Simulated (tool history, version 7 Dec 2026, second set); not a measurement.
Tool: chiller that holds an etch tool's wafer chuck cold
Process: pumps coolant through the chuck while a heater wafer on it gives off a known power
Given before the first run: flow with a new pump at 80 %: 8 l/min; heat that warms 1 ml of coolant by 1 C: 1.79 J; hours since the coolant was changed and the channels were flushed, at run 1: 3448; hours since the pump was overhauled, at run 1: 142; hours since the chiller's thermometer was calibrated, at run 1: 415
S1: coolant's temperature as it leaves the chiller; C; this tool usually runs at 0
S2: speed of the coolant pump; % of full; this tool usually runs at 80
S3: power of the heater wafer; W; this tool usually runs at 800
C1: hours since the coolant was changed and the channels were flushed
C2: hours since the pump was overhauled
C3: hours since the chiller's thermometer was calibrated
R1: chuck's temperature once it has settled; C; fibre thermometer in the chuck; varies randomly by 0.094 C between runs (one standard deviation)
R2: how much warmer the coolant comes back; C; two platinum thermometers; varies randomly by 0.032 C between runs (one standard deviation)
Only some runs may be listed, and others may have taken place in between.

Run 1, hour 0: usual settings; C1 3448; C2 142; C3 415. Result: R1 7.81 C, R2 3.38 C.
Run 2, hour 34.7: usual settings but S2 81 % of full; C1 3482; C2 176; C3 449. Result: R1 7.73 C, R2 3.36 C.
Run 3, hour 53.3: usual settings but S2 68 % of full; C1 3501; C2 195; C3 468. Result: R1 8.57 C, R2 4.11 C.
Run 4, hour 90.4: usual settings but S2 68 % of full; C1 3538; C2 232; C3 505. Result: R1 8.51 C, R2 4.04 C.
Run 5, hour 112: usual settings but S3 888 W; C1 3560; C2 254; C3 527. Result: R1 8.71 C, R2 3.81 C.
Run 6, hour 142: usual settings but S3 888 W; C1 3590; C2 284; C3 557. Result: R1 8.54 C, R2 3.79 C.
Run 7, hour 177.3: usual settings; C1 3625; C2 319; C3 592. Result: R1 7.78 C, R2 3.46 C.
Run 8, hour 211: usual settings; C1 3659; C2 353; C3 626. Result: R1 7.79 C, R2 3.47 C.
Run 9, hour 243.9: usual settings but S1 -6 C, S2 94 % of full, S3 1060 W; C1 3692; C2 385; C3 659. Result: R1 3.36 C, R2 3.81 C.
At hour 251.6: coolant pump overhauled.
Run 10, hour 273.4: usual settings but S1 -6 C, S2 79 % of full, S3 612 W; C1 3716; C2 22; C3 683. Result: R1 -0.11 C, R2 2.67 C.
Run 11, hour 299.6: usual settings but S1 4 C, S2 90 % of full, S3 612 W; C1 3742; C2 48; C3 709. Result: R1 9.89 C, R2 2.33 C.
Run 12, hour 334.1: usual settings but S1 4 C, S2 90 % of full, S3 612 W; C1 3777; C2 83; C3 744. Result: R1 9.47 C, R2 2.37 C.
Run 13, hour 354.7: usual settings but S1 -10 C, S3 1013 W; C1 3797; C2 103; C3 764. Result: R1 -0.01 C, R2 4.45 C.
Run 14, hour 383: usual settings but S2 63 % of full, S3 1105 W; C1 3826; C2 131; C3 793. Result: R1 12.76 C, R2 6.3 C.
Run 15, hour 412.3: usual settings but S2 63 % of full, S3 1105 W; C1 3855; C2 161; C3 822. Result: R1 12.44 C, R2 6.2 C.

5 options for the next run, each taken on its own from the tool as it stands now. Forecast them:
At hour 445.7: coolant pump overhauled, once more.
Run A, hour 445.9: usual settings but S1 9 C, S3 772 W; C1 3884; C2 0; C3 851. Result: R1 ?, R2 ?.
At hour 445.7: coolant pump overhauled, once more.
Run B, hour 445.9: usual settings but S1 6 C, S2 63 % of full, S3 849 W; C1 3884; C2 0; C3 851. Result: R1 ?, R2 ?.
At hour 445.7: coolant pump overhauled, once more.
Run C, hour 445.9: usual settings but S2 72 % of full, S3 1125 W; C1 3884; C2 0; C3 851. Result: R1 ?, R2 ?.
At hour 445.7: coolant pump overhauled, once more.
Run D, hour 445.9: usual settings but S1 3 C, S2 63 % of full, S3 701 W; C1 3884; C2 0; C3 851. Result: R1 ?, R2 ?.
At hour 445.7: coolant pump overhauled, once more.
Run E, hour 445.9: usual settings but S1 -6 C, S2 90 % of full, S3 428 W; C1 3884; C2 0; C3 851. Result: R1 ?, R2 ?.

run     R1    R2
  A  16.49  3.25
  B   15.5  4.68
  C  11.62   5.3
  D  10.89  3.81
  E  -2.27  1.57
With the hidden condition removed and each run's random variation left untouched, the same runs would have given:
run     R1    R2
  A     16  3.24
  B   14.9  4.66
  C  10.86  5.28
  D   10.4  3.79
  E  -2.51  1.56
